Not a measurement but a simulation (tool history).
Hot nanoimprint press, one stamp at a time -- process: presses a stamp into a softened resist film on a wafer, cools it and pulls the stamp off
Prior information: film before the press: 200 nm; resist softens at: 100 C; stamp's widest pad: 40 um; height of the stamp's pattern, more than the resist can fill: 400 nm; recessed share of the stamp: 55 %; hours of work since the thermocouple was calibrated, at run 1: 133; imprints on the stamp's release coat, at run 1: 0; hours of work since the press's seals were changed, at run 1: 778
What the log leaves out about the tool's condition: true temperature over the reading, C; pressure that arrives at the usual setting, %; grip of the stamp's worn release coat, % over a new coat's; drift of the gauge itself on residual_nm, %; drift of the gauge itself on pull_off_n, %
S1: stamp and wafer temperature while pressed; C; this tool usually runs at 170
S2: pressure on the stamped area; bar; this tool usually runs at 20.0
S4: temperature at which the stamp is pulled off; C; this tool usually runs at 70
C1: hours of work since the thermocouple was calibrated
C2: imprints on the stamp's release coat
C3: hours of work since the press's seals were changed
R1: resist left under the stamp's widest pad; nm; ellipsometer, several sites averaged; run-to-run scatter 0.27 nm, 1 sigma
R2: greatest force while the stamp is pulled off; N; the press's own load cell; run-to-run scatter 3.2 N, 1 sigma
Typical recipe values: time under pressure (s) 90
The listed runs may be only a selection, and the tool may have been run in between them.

Run 1, hour 0.0: usual settings; C1 133; C2 0; C3 778. Result: R1 103.1 nm, R2 155 N.
Run 2, hour 24.0: usual settings; C1 146; C2 81; C3 792. Result: R1 102.6 nm, R2 155 N.
Run 3, hour 59.2: usual settings; C1 167; C2 201; C3 812. Result: R1 102.2 nm, R2 158 N.
Run 4, hour 88.9: usual settings but S4 59 C; C1 184; C2 302; C3 829. Result: R1 101.8 nm, R2 198 N.
Run 5, hour 128.0: usual settings but time under pressure (s) 67; C1 207; C2 436; C3 852. Result: R1 112.8 nm, R2 166 N.
At hour 152.9: press's hydraulic seals changed and the load cell set to zero.
Run 6, hour 189.3: usual settings but time under pressure (s) 67; C1 238; C2 617; C3 21. Result: R1 109.0 nm, R2 172 N.
Run 7, hour 232.2: usual settings but S4 69 C; C1 263; C2 763; C3 46. Result: R1 98.0 nm, R2 180 N.
Run 8, hour 284.7: usual settings but S2 12.3 bar, time under pressure (s) 51; C1 293; C2 942; C3 77. Result: R1 137.7 nm, R2 182 N.
Run 9, hour 325.0: usual settings but S2 12.3 bar, time under pressure (s) 51; C1 317; C2 1079; C3 100. Result: R1 137.2 nm, R2 196 N.
Run 10, hour 383.8: usual settings but S2 26.1 bar, time under pressure (s) 180, S4 65 C; C1 351; C2 1279; C3 134. Result: R1 65.1 nm, R2 219 N.
At hour 401.8: plate thermocouple calibrated.
At hour 443.2: stamp cleaned and given a new release coat.
Run 11, hour 447.5: usual settings but S1 161 C, S2 26.1 bar, time under pressure (s) 176, S4 62 C; C1 23; C2 14; C3 166. Result: R1 106.6 nm, R2 176 N.

Run 12 is up next; what results do you expect?
Run 12, hour 495.9: usual settings but S2 26.8 bar, S4 75 C; C1 51; C2 179; C3 194. Result: R1 ?, R2 ?.

R1: 92.3 nm
R2: 142 N
Were there no unlogged condition in the tool, this run, its random variation unchanged, would have produced R1 91.8 nm, R2 135 N.
